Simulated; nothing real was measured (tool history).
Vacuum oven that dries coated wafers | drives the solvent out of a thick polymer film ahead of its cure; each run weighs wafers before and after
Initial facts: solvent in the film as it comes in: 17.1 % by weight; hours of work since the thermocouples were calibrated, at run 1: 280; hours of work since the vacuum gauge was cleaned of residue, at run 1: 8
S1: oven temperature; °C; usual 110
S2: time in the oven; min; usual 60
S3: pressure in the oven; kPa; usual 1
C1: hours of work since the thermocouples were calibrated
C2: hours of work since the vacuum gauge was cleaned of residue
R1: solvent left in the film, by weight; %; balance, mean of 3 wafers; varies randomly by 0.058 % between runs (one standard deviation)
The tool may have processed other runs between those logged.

Run 1, hour 0: usual settings; C1 280; C2 8. Result: R1 2.7 %.
Run 2, hour 31.3: usual settings; C1 300; C2 28. Result: R1 2.8 %.
Run 3, hour 59.7: usual settings; C1 318; C2 47. Result: R1 2.78 %.
Run 4, hour 92.7: usual settings; C1 340; C2 68. Result: R1 2.73 %.
Run 5, hour 112.7: usual settings; C1 353; C2 81. Result: R1 2.88 %.
Run 6, hour 140: usual settings; C1 370; C2 98. Result: R1 2.8 %.
Run 7, hour 160: usual settings; C1 383; C2 111. Result: R1 2.83 %.
Run 8, hour 191.2: usual settings; C1 403; C2 131. Result: R1 2.69 %.
Run 9, hour 229.6: usual settings but S1 116 °C; C1 428; C2 156. Result: R1 2.01 %.
Run 10, hour 252.8: usual settings but S1 116 °C; C1 443; C2 171. Result: R1 2.07 %.
Run 11, hour 290.2: usual settings but S1 116 °C; C1 467; C2 195. Result: R1 1.99 %.
Run 12, hour 317.9: usual settings but S1 109 °C, S3 2.78 kPa; C1 485; C2 213. Result: R1 6.38 %.
Run 13, hour 354.6: usual settings but S2 68 min, S3 3.09 kPa; C1 508; C2 237. Result: R1 6.84 %.
Run 14, hour 379.8: usual settings but S1 115 °C, S2 31 min, S3 0.92 kPa; C1 525; C2 253. Result: R1 3.46 %.
At hour 384.4: vacuum gauge cleaned of residue and calibrated.
Run 15, hour 402.3: usual settings but S1 115 °C, S2 31 min, S3 0.92 kPa; C1 538; C2 12. Result: R1 3.58 %.

The next listed run, before its measurement:
Run 16, hour 439.3: usual settings but S1 115 °C, S2 31 min, S3 1.41 kPa; C1 562; C2 35. Result: R1 ?.

Run 16 produced R1 4.39 %.
On a tool with no hidden condition, and with the same random variation, this run would have come out at R1 4.5 %.

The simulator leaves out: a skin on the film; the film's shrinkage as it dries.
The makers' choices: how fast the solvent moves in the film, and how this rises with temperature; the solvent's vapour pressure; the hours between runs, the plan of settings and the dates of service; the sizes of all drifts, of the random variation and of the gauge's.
